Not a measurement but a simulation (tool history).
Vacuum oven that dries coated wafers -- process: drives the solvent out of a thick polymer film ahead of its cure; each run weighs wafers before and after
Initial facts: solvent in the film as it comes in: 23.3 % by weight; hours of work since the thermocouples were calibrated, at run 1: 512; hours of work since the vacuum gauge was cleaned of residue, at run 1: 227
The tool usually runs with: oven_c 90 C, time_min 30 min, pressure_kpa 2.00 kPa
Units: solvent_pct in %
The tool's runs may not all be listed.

run,hour,oven_c,time_min,pressure_kpa,hours of work since the thermocouples were calibrated,hours of work since the vacuum gauge was cleaned of residue,solvent_pct
1,0.0,90,30,2.00,512,227,2.27
2,8.1,90,30,2.00,516,232,2.26
3,15.5,90,30,2.00,520,236,2.25
4,25.7,90,30,2.00,526,241,2.18
5,36.9,90,30,2.00,532,248,2.28
6,47.2,90,30,2.00,538,253,2.28
7,53.7,90,30,2.00,541,257,2.28
8,59.2,90,30,2.00,544,260,2.25
9,66.9,90,30,2.00,548,264,2.25
10,75.2,90,30,2.00,553,268,2.24
11,87.1,90,30,2.00,559,275,2.37
12,97.5,90,30,2.00,565,281,2.24
13,109.8,102,30,2.00,572,287,0.75
14,122.3,90,18,2.00,578,294,4.58
15,133.8,90,18,2.00,585,300,4.49
16,142.7,90,18,2.00,590,305,4.61
17,155.0,90,18,2.00,596,312,4.60
18,167.5,90,18,2.00,603,319,4.55
19,178.1,90,18,2.00,609,324,4.69
20,191.1,102,47,3.62,616,332,1.30
21,199.4,78,26,3.62,620,336,8.91
22,211.7,77,18,1.09,627,343,10.28
23,219.6,77,18,1.09,631,347,10.40
24,227.3,81,30,7.86,636,351,9.37
25,236.7,83,20,2.15,641,356,7.29
26,249.6,75,39,2.68,648,363,7.57
27,262.3,90,31,2.00,655,370,2.16
28,274.2,90,26,2.00,661,377,2.77
29,282.8,100,36,5.80,666,381,2.29
30,289.4,76,34,4.30,669,385,9.23
31,299.8,95,21,4.30,675,391,3.02
32,307.2,95,21,4.30,679,395,3.19
33,318.4,88,37,6.60,685,401,4.85
34,325.7,88,37,6.60,689,405,4.76
35,338.4,104,44,2.00,696,412,0.68
36,344.9,76,25,1.92,700,415,9.25
37,352.3,90,16,3.57,704,419,5.90
38,360.4,79,21,1.29,708,424,8.38

Below are 4 alternative next runs, each starting from the tool's condition after run 38. Predict each:
A,370.3,102,21,1.29,714,429,?
B,370.3,96,33,3.80,714,429,?
C,370.3,92,30,2.00,714,429,?
D,370.3,79,43,1.29,714,429,?

run,solvent_pct
A,0.76
B,1.87
C,1.84
D,4.04
What these runs would have given with no unlogged condition in the tool:
run,solvent_pct
A,0.75
B,1.87
C,1.83
D,4.02

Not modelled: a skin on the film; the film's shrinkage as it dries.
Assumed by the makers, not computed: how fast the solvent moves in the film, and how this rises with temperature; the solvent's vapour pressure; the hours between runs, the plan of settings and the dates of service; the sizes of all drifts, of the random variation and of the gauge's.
